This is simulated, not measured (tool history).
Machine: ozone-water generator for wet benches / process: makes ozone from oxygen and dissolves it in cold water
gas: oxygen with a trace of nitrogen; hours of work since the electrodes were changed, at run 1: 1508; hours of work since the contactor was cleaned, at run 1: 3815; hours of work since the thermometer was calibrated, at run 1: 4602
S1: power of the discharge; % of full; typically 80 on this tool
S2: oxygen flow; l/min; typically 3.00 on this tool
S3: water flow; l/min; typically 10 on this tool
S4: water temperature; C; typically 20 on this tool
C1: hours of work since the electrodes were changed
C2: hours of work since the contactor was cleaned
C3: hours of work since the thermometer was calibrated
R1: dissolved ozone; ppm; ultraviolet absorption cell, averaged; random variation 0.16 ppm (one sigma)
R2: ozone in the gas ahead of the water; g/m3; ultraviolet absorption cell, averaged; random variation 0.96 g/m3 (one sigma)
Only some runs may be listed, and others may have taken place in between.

Run 1, hour 0.0: usual settings; C1 1508; C2 3815; C3 4602. Result: R1 21.1 ppm, R2 162.1 g/m3.
At hour 28.9: water thermometer calibrated.
Run 2, hour 157.0: usual settings; C1 1656; C2 3963; C3 121. Result: R1 20.8 ppm, R2 162.7 g/m3.
Run 3, hour 341.4: usual settings; C1 1830; C2 4137; C3 295. Result: R1 21.2 ppm, R2 162.4 g/m3.
Run 4, hour 490.6: usual settings but S1 79 % of full; C1 1970; C2 4277; C3 435. Result: R1 20.7 ppm, R2 162.1 g/m3.
Run 5, hour 618.8: usual settings but S1 79 % of full; C1 2091; C2 4398; C3 556. Result: R1 20.6 ppm, R2 161.1 g/m3.
Run 6, hour 786.6: usual settings but S1 79 % of full; C1 2249; C2 4556; C3 714. Result: R1 20.9 ppm, R2 161.0 g/m3.
Run 7, hour 950.0: usual settings but S3 12 l/min; C1 2403; C2 4711; C3 868. Result: R1 18.4 ppm, R2 162.4 g/m3.
Run 8, hour 1105.9: usual settings but S3 12 l/min; C1 2551; C2 4858; C3 1016. Result: R1 18.1 ppm, R2 164.4 g/m3.
Run 9, hour 1260.6: usual settings but S3 12 l/min; C1 2696; C2 5003; C3 1161. Result: R1 18.1 ppm, R2 164.3 g/m3.
Run 10, hour 1344.4: usual settings but S1 47 % of full; C1 2775; C2 5082; C3 1240. Result: R1 13.9 ppm, R2 109.6 g/m3.
Run 11, hour 1444.8: usual settings but S1 47 % of full; C1 2870; C2 5177; C3 1335. Result: R1 14.1 ppm, R2 109.4 g/m3.
Run 12, hour 1595.4: usual settings but S1 46 % of full; C1 3012; C2 5319; C3 1477. Result: R1 13.8 ppm, R2 108.2 g/m3.
At hour 1726.1: contactor cleaned.
Run 13, hour 1777.8: usual settings but S2 3.05 l/min; C1 3180; C2 49; C3 1645. Result: R1 21.0 ppm, R2 163.5 g/m3.
Run 14, hour 1986.2: usual settings but S2 3.05 l/min; C1 3377; C2 245; C3 1842. Result: R1 21.2 ppm, R2 164.2 g/m3.
Run 15, hour 2140.8: usual settings but S2 2.92 l/min; C1 3523; C2 391; C3 1988. Result: R1 21.2 ppm, R2 166.3 g/m3.
Run 16, hour 2311.0: usual settings but S2 1.69 l/min; C1 3683; C2 551; C3 2148. Result: R1 21.3 ppm, R2 233.6 g/m3.
Run 17, hour 2494.6: usual settings but S1 87 % of full, S2 1.69 l/min; C1 3856; C2 725; C3 2321. Result: R1 22.9 ppm, R2 251.0 g/m3.
Run 18, hour 2666.9: usual settings but S1 87 % of full, S2 2.40 l/min, S4 14 C; C1 4019; C2 887; C3 2484. Result: R1 24.7 ppm, R2 204.0 g/m3.
Run 19, hour 2868.5: usual settings but S1 50 % of full, S2 3.14 l/min, S3 14 l/min, S4 13 C; C1 4209; C2 1077; C3 2674. Result: R1 12.3 ppm, R2 113.3 g/m3.
Run 20, hour 2967.2: usual settings but S1 50 % of full, S2 1.59 l/min, S3 7 l/min, S4 13 C; C1 4302; C2 1170; C3 2767. Result: R1 21.8 ppm, R2 172.1 g/m3.
Run 21, hour 3074.0: usual settings but S2 2.30 l/min, S3 8 l/min; C1 4402; C2 1271; C3 2867. Result: R1 25.3 ppm, R2 195.5 g/m3.
Run 22, hour 3186.4: usual settings but S1 67 % of full, S2 4.33 l/min, S3 8 l/min, S4 26 C; C1 4509; C2 1377; C3 2973. Result: R1 17.5 ppm, R2 116.8 g/m3.
Run 23, hour 3314.0: usual settings but S2 4.21 l/min; C1 4629; C2 1497; C3 3094. Result: R1 20.0 ppm, R2 134.1 g/m3.
At hour 3511.8: gauge calibrated.
Run 24, hour 3511.8: usual settings but S1 41 % of full, S4 13 C; C1 4815; C2 1684; C3 3280. Result: R1 14.2 ppm, R2 98.9 g/m3.
Run 25, hour 3613.6: usual settings but S1 43 % of full, S2 3.82 l/min, S3 7 l/min, S4 18 C; C1 4911; C2 1780; C3 3376. Result: R1 16.6 ppm, R2 87.3 g/m3.
Run 26, hour 3799.0: usual settings but S1 43 % of full, S2 3.82 l/min, S3 7 l/min, S4 18 C; C1 5086; C2 1955; C3 3551. Result: R1 16.3 ppm, R2 87.4 g/m3.
Run 27, hour 3965.8: usual settings but S1 43 % of full, S2 3.82 l/min, S3 7 l/min, S4 18 C; C1 5243; C2 2112; C3 3708. Result: R1 16.4 ppm, R2 88.7 g/m3.
Run 28, hour 4163.5: usual settings but S1 43 % of full, S2 3.82 l/min, S3 7 l/min, S4 18 C; C1 5430; C2 2298; C3 3895. Result: R1 16.3 ppm, R2 89.6 g/m3.
Run 29, hour 4290.4: usual settings but S2 1.51 l/min, S3 15 l/min; C1 5549; C2 2418; C3 4014. Result: R1 14.1 ppm, R2 247.0 g/m3.
Run 30, hour 4422.4: usual settings but S1 100 % of full, S2 3.63 l/min, S3 7 l/min; C1 5674; C2 2542; C3 4139. Result: R1 30.4 ppm, R2 171.8 g/m3.
Run 31, hour 4605.1: usual settings but S1 76 % of full, S2 3.96 l/min, S3 7 l/min, S4 14 C; C1 5846; C2 2715; C3 4311. Result: R1 27.1 ppm, R2 131.8 g/m3.
Run 32, hour 4772.9: usual settings but S4 13 C; C1 6004; C2 2873; C3 4469. Result: R1 23.4 ppm, R2 163.9 g/m3.
At hour 4947.5: water thermometer calibrated.
Run 33, hour 4947.7: usual settings but S1 65 % of full, S3 13 l/min, S4 13 C; C1 6169; C2 3037; C3 0. Result: R1 15.8 ppm, R2 139.5 g/m3.

Consider 4 possible next runs. They are alternatives, not a sequence: every one starts from the tool as it was left by run 33. What does each give?
Run A, hour 5150.4: usual settings but S1 65 % of full, S2 1.90 l/min, S4 13 C; C1 6360; C2 3228; C3 191. Result: R1 ?, R2 ?.
Run B, hour 5150.4: usual settings but S1 65 % of full, S2 2.48 l/min, S3 6 l/min, S4 16 C; C1 6360; C2 3228; C3 191. Result: R1 ?, R2 ?.
Run C, hour 5150.4: usual settings but S1 65 % of full, S2 1.57 l/min, S3 13 l/min, S4 13 C; C1 6360; C2 3228; C3 191. Result: R1 ?, R2 ?.
Run D, hour 5150.4: usual settings but S1 65 % of full, S2 2.10 l/min, S3 13 l/min, S4 14 C; C1 6360; C2 3228; C3 191. Result: R1 ?, R2 ?.

run    R1     R2
  A  20.1  184.8
  B  27.7  158.9
  C  14.9  207.3
  D  15.4  173.8
Had the tool no hidden state, the same runs would have come out as:
run    R1     R2
  A  20.1  182.6
  B  27.7  157.1
  C  14.9  204.9
  D  15.5  171.9
